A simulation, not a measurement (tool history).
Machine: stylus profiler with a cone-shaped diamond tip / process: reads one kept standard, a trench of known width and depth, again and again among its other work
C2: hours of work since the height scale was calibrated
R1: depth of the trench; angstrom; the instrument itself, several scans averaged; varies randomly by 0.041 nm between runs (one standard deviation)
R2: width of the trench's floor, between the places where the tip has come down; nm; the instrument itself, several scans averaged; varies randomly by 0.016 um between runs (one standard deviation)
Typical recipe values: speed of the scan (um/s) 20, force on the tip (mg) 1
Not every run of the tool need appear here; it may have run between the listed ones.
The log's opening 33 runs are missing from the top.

Run 34, day 19.525: usual settings but speed of the scan (um/s) 23, force on the tip (mg) 0.38; scans with this tip 2891; C2 576. Result: R1 1001.8 angstrom, R2 28240 nm.
Run 35, day 19.996: usual settings but speed of the scan (um/s) 79, force on the tip (mg) 0.45; scans with this tip 2931; C2 584. Result: R1 1001.4 angstrom, R2 27410 nm.
Run 36, day 20.721: usual settings but speed of the scan (um/s) 52, force on the tip (mg) 0.94; scans with this tip 2994; C2 597. Result: R1 1001.9 angstrom, R2 28080 nm.
Run 37, day 21.279: usual settings but speed of the scan (um/s) 12, force on the tip (mg) 0.73; scans with this tip 3041; C2 606. Result: R1 1003.4 angstrom, R2 28450 nm.
Run 38, day 21.696: usual settings but speed of the scan (um/s) 12, force on the tip (mg) 0.73; scans with this tip 3078; C2 613. Result: R1 1002.6 angstrom, R2 28470 nm.
Run 39, day 22.225: usual settings but force on the tip (mg) 1.36; scans with this tip 3123; C2 622. Result: R1 1003.6 angstrom, R2 28460 nm.
Run 40, day 22.983: usual settings but speed of the scan (um/s) 17, force on the tip (mg) 1.11; scans with this tip 3188; C2 635. Result: R1 1003.9 angstrom, R2 28450 nm.
Run 41, day 23.392: usual settings but speed of the scan (um/s) 17, force on the tip (mg) 1.11; scans with this tip 3223; C2 642. Result: R1 1003.9 angstrom, R2 28440 nm.

Alternative continuations, all from the tool just after run 41; predict every row:
Run A, day 24.117: usual settings but speed of the scan (um/s) 55, force on the tip (mg) 1.13; scans with this tip 3286; C2 655. Result: R1 ?, R2 ?.
Run B, day 24.117: usual settings but speed of the scan (um/s) 68, force on the tip (mg) 2.21; scans with this tip 3286; C2 655. Result: R1 ?, R2 ?.
Run C, day 24.117: usual settings but speed of the scan (um/s) 9, force on the tip (mg) 1.33; scans with this tip 3286; C2 655. Result: R1 ?, R2 ?.
Run D, day 24.117: usual settings but speed of the scan (um/s) 27, force on the tip (mg) 0.42; scans with this tip 3286; C2 655. Result: R1 ?, R2 ?.

run      R1     R2
  A  1003.8  28070
  B  1005.7  28130
  C  1004.2  28520
  D  1001.9  28190
What these runs would have given with no unlogged condition in the tool:
run      R1     R2
  A  1003.8  28080
  B  1005.6  28130
  C  1004.2  28520
  D  1001.9  28190
